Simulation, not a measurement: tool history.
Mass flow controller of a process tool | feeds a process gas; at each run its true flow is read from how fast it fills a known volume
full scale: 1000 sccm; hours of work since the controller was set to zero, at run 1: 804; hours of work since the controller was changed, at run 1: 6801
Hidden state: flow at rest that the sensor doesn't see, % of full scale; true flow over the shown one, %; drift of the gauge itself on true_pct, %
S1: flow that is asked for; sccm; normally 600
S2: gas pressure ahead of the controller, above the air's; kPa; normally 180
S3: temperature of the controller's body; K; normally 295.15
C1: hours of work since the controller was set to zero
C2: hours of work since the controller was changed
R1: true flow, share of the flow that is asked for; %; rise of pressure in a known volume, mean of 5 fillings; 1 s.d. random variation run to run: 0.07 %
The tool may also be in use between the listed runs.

{"run": 1, "hour": 0.0, "S1": 600, "S2": 180, "S3": 295.15, "C1": 804, "C2": 6801, "R1": 101.56}
{"run": 2, "hour": 192.6, "S1": 600, "S2": 180, "S3": 295.15, "C1": 946, "C2": 6943, "R1": 101.75}
{"run": 3, "hour": 357.5, "S1": 600, "S2": 180, "S3": 295.15, "C1": 1067, "C2": 7064, "R1": 101.79}
{"run": 4, "hour": 562.5, "S1": 600, "S2": 180, "S3": 295.15, "C1": 1218, "C2": 7215, "R1": 101.83}
{"run": 5, "hour": 752.8, "S1": 600, "S2": 180, "S3": 295.15, "C1": 1359, "C2": 7355, "R1": 101.84}
{"run": 6, "hour": 1021.4, "S1": 600, "S2": 180, "S3": 295.15, "C1": 1556, "C2": 7553, "R1": 101.84}
{"run": 7, "hour": 1226.4, "S1": 600, "S2": 180, "S3": 295.15, "C1": 1707, "C2": 7704, "R1": 101.98}
{"run": 8, "hour": 1416.9, "S1": 600, "S2": 180, "S3": 295.15, "C1": 1848, "C2": 7844, "R1": 102.02}
{"run": 9, "hour": 1660.6, "S1": 600, "S2": 180, "S3": 295.15, "C1": 2027, "C2": 8024, "R1": 102.09}
{"run": 10, "hour": 1875.8, "S1": 600, "S2": 180, "S3": 295.15, "C1": 2186, "C2": 8182, "R1": 102.11}
{"run": 11, "hour": 2139.9, "S1": 600, "S2": 180, "S3": 295.15, "C1": 2380, "C2": 8377, "R1": 102.11}
{"run": 12, "hour": 2429.7, "S1": 600, "S2": 180, "S3": 295.15, "C1": 2594, "C2": 8590, "R1": 102.36}
{"run": 13, "hour": 2673.7, "S1": 314, "S2": 180, "S3": 293.15, "C1": 2773, "C2": 8770, "R1": 101.22}
{"hour": 2812.6, "done": "controller exchanged for a calibrated one"}
{"run": 14, "hour": 2910.9, "S1": 314, "S2": 180, "S3": 293.15, "C1": 72, "C2": 72, "R1": 98.34}
{"run": 15, "hour": 3086.1, "S1": 622, "S2": 183, "S3": 293.15, "C1": 201, "C2": 201, "R1": 98.79}
{"run": 16, "hour": 3323.5, "S1": 676, "S2": 185, "S3": 300.15, "C1": 376, "C2": 376, "R1": 99.58}
{"run": 17, "hour": 3533.8, "S1": 650, "S2": 228, "S3": 305.15, "C1": 531, "C2": 531, "R1": 100.16}
{"run": 18, "hour": 3717.2, "S1": 994, "S2": 166, "S3": 296.15, "C1": 666, "C2": 666, "R1": 99.94}
{"run": 19, "hour": 3966.1, "S1": 301, "S2": 166, "S3": 296.15, "C1": 850, "C2": 850, "R1": 98.82}
{"run": 20, "hour": 4097.5, "S1": 742, "S2": 180, "S3": 297.15, "C1": 946, "C2": 946, "R1": 99.77}
{"run": 21, "hour": 4226.4, "S1": 600, "S2": 163, "S3": 299.15, "C1": 1041, "C2": 1041, "R1": 99.65}

Forecast each of these 5 alternatives for the next run:
{"run": "A", "hour": 4372.5, "S1": 468, "S2": 163, "S3": 300.15, "C1": 1149, "C2": 1149, "R1": "?"}
{"run": "B", "hour": 4372.5, "S1": 600, "S2": 211, "S3": 310.15, "C1": 1149, "C2": 1149, "R1": "?"}
{"run": "C", "hour": 4372.5, "S1": 600, "S2": 180, "S3": 304.15, "C1": 1149, "C2": 1149, "R1": "?"}
{"run": "D", "hour": 4372.5, "S1": 118, "S2": 258, "S3": 305.15, "C1": 1149, "C2": 1149, "R1": "?"}
{"run": "E", "hour": 4372.5, "S1": 925, "S2": 212, "S3": 307.15, "C1": 1149, "C2": 1149, "R1": "?"}

run=A R1=99.54
run=B R1=100.81
run=C R1=100.18
run=D R1=99.10
run=E R1=101.10
Without the tool's unlogged condition, the same runs would have read:
run=A R1=99.36
run=B R1=100.60
run=C R1=99.97
run=D R1=99.33
run=E R1=100.85
